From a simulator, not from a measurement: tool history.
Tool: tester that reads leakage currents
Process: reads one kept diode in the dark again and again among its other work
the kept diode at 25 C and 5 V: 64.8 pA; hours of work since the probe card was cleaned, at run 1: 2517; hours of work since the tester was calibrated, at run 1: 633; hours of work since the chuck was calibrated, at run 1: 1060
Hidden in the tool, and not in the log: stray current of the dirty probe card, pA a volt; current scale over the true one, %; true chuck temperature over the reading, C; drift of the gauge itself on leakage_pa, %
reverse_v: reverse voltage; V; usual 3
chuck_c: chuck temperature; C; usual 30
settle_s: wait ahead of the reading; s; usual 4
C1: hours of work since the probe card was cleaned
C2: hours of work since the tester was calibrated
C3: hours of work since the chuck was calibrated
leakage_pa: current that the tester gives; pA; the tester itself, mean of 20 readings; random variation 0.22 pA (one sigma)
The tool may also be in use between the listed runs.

Run 1, hour 0: usual settings; C1 2517; C2 633; C3 1060. Result: leakage_pa 67.89 pA.
Run 2, hour 40.4: usual settings but chuck_c 25 C; C1 2547; C2 663; C3 1089. Result: leakage_pa 47.1 pA.
Run 3, hour 72.9: usual settings but chuck_c 25 C; C1 2570; C2 686; C3 1113. Result: leakage_pa 46.94 pA.
Run 4, hour 116.2: usual settings but chuck_c 49 C; C1 2601; C2 717; C3 1144. Result: leakage_pa 257.51 pA.
Run 5, hour 141.5: usual settings but chuck_c 49 C; C1 2619; C2 735; C3 1162. Result: leakage_pa 258.15 pA.
Run 6, hour 172.7: usual settings but reverse_v 1.05 V; C1 2642; C2 758; C3 1185. Result: leakage_pa 37.34 pA.
Run 7, hour 207.7: usual settings but reverse_v 1.05 V; C1 2667; C2 783; C3 1210. Result: leakage_pa 37.27 pA.
Run 8, hour 240.9: usual settings but settle_s 0.91 s; C1 2691; C2 807; C3 1234. Result: leakage_pa 67.45 pA.
Run 9, hour 297.4: usual settings but settle_s 0.91 s; C1 2732; C2 848; C3 1275. Result: leakage_pa 67.49 pA.
Run 10, hour 336: usual settings but reverse_v 1.43 V; C1 2760; C2 876; C3 1303. Result: leakage_pa 43.9 pA.
Run 11, hour 394.6: usual settings but reverse_v 17.13 V, chuck_c 46 C, settle_s 5.77 s; C1 2802; C2 918; C3 1345. Result: leakage_pa 544.77 pA.

Hidden state or all else? Some run-to-run changes of leakage_pa, split into what the settings, what came in and random variation would give without the hidden state, and what is left for the hidden state (with any gauge scatter that isn't in both results):
Run 10 -> 11: reverse_v 1.43 -> 17.13, chuck_c 30 -> 46, settle_s 4 -> 5.77. leakage_pa +500.87 pA: hidden state -45.79, all else +546.66.

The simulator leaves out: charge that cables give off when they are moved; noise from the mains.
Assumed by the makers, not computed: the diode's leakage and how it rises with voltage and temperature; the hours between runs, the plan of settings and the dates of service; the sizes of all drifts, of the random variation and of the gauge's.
